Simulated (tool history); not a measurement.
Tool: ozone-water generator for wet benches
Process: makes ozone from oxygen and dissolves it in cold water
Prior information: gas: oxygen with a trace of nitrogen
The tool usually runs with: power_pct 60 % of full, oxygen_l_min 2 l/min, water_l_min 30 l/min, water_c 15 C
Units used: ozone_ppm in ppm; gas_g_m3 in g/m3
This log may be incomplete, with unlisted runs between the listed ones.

run	hour	power_pct	oxygen_l_min	water_l_min	water_c	ozone_ppm	gas_g_m3
1	0	60	2	30	15	9.2	201.7
2	34.4	60	2	30	15	9.2	202.5
3	69.9	60	2	30	15	9.3	201.6
4	127	70	2	30	15	10.2	224.8
5	182.3	70	2	30	15	10.3	224.5
6	249.4	70	2	30	15	10.4	225.7
7	291.7	60	2	30	15	9	200.1
8	347.3	60	2.68	30	15	10.8	181.4
9	393.4	60	2.68	30	15	10.6	182.9
10	425.9	60	2.68	30	15	10.5	181.8
11	474.7	60	2	30	15	9.2	202
12	523	60	2	25	15	10.9	201.5
13	579.8	60	2	18	15	14.9	200.9
14	648.9	60	2	42	15	6.4	201.2
15	698.5	60	2	42	15	6.6	200.5
16	737.9	60	2	42	15	6.6	199.6
17	778.2	60	2	42	15	6.5	199.5
18	827.1	56	1.44	30	11	7.7	211.6
19	861.3	60	1.85	30	15	8.8	206.4
20	917.5	60	1.22	29	8	7.4	234.3
21	964.1	60	1.22	36	8	5.8	236.4
22	1019.3	72	1.22	36	18	6.4	270.4
23	1053.2	75	1.5	27	12	10.3	261
24	1103.5	74	2.51	30	15	11.6	217.4
25	1147.8	74	2.51	30	15	11.9	218.2
26	1210.6	91	2	30	15	12.3	270.9
27	1278.8	45	2	30	15	7.7	164.1
28	1329.1	45	2	30	15	7.5	161.9
29	1361.2	91	2	33	9	11.3	270.2
30	1406.8	91	1.98	33	12	11.4	270.1
31	1461.5	91	1.98	22	16	16.4	271.4
32	1534.7	80	3.24	39	18	10.8	209

Difference, measured minus no-hidden-state, one row per run. Run-to-run variation is common to both terms; the gauge's own scatter need not be:
What the log doesn't record here: yield of the discharge, % of new electrodes'; contactor's efficiency, % of a clean one's; true water temperature over the reading, C; drift of the gauge itself on ozone_ppm, %; drift of the gauge itself on gas_g_m3, %.
run	ozone_ppm	gas_g_m3
1	-0.5	-3.5
2	-0.6	-3.6
3	-0.5	-3.6
4	-0.7	-4.7
5	-0.6	-4.8
6	-0.6	-5.1
7	-0.6	-4
8	-0.7	-3.8
9	-0.6	-3.8
10	-0.6	-3.9
11	-0.6	-4.4
12	-0.7	-4.5
13	-0.8	-4.6
14	-0.5	-4.8
15	-0.5	-4.8
16	-0.5	-4.9
17	-0.5	-5
18	-0.5	-5.1
19	-0.6	-5.3
20	-0.6	-6.2
21	-0.5	-6.5
22	-0.5	-8.7
23	-0.8	-8.7
24	-0.9	-7.3
25	-0.9	-7.5
26	-1	-10.8
27	-0.5	-3.7
28	-0.5	-3.7
29	-1.1	-11.4
30	-1	-11.6
31	-1.3	-11.9
32	-0.9	-8.6
